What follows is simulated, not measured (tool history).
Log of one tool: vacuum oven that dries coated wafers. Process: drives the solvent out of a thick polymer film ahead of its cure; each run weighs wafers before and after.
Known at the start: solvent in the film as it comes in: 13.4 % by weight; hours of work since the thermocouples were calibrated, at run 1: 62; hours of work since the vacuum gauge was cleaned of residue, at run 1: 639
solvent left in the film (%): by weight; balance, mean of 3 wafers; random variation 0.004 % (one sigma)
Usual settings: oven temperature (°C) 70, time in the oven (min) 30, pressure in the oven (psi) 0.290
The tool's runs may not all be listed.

run,day,oven temperature (°C),time in the oven (min),pressure in the oven (psi),hours of work since the thermocouples were calibrated,hours of work since the vacuum gauge was cleaned of residue,solvent left in the film (%)
1,0.000,70,30,0.290,62,639,1.004
2,2.488,70,30,0.290,104,681,0.995
3,4.771,70,30,0.290,142,719,0.998
4,8.838,70,30,0.290,210,788,0.996
5,13.438,70,30,0.290,288,865,0.997
6,16.867,70,30,0.218,346,923,0.868
7,21.358,70,30,0.218,421,998,0.864
8,26.300,70,30,0.218,504,1081,0.863
# day 29.100: vacuum gauge cleaned of residue and calibrated
9,30.008,70,30,0.512,566,15,1.351
10,32.179,70,30,0.512,602,52,1.335
11,36.396,70,30,0.512,673,123,1.333
12,41.267,70,30,0.512,755,205,1.340
13,43.608,70,30,0.512,794,244,1.335
14,47.783,70,30,0.512,865,314,1.336
15,52.067,70,30,0.290,937,386,0.937
16,56.008,83,30,0.290,1003,453,0.347
17,58.475,83,30,0.290,1045,494,0.349
18,60.596,69,30,0.290,1080,530,1.019
19,64.079,68,36,0.165,1139,589,0.634
20,69.067,60,20,0.290,1223,672,3.426
21,71.446,79,30,1.079,1263,713,1.433
22,76.104,79,30,1.079,1341,791,1.425
23,80.000,79,39,0.268,1407,856,0.369
24,83.475,70,21,0.290,1465,915,1.567
25,87.154,67,21,0.220,1527,977,1.859
26,89.471,72,18,0.290,1566,1016,1.675
27,93.529,59,18,0.290,1635,1084,3.978
# day 95.912: vacuum gauge cleaned of residue and calibrated
# day 98.646: oven's thermocouples calibrated
28,98.842,59,26,0.439,3,48,3.303
29,103.371,59,26,0.439,80,124,3.287
30,108.108,65,19,0.210,159,204,2.657
31,111.408,65,19,0.210,215,259,2.653
32,116.346,76,43,0.290,298,342,0.455
33,121.396,61,43,0.290,383,427,1.339
34,123.592,63,16,0.471,420,464,4.130
35,127.458,63,16,0.471,485,529,4.118
36,129.967,73,53,0.290,527,572,0.505

The same runs without the tool's hidden state, with the same run-to-run variation:
The hidden state here: true wafer temperature over the reading, C; true pressure over the reading, kPa; drift of the gauge itself on solvent_pct, %.
run,solvent left in the film (%)
1,1.032
2,1.025
3,1.029
4,1.029
5,1.032
6,0.900
7,0.898
8,0.899
9,1.446
10,1.432
11,1.432
12,1.442
13,1.439
14,1.442
15,1.029
16,0.366
17,0.367
18,1.123
19,0.704
20,3.685
21,1.520
22,1.515
23,0.381
24,1.752
25,2.077
26,1.879
27,4.294
28,3.368
29,3.358
30,2.727
31,2.728
32,0.459
33,1.385
34,4.243
35,4.238
36,0.505

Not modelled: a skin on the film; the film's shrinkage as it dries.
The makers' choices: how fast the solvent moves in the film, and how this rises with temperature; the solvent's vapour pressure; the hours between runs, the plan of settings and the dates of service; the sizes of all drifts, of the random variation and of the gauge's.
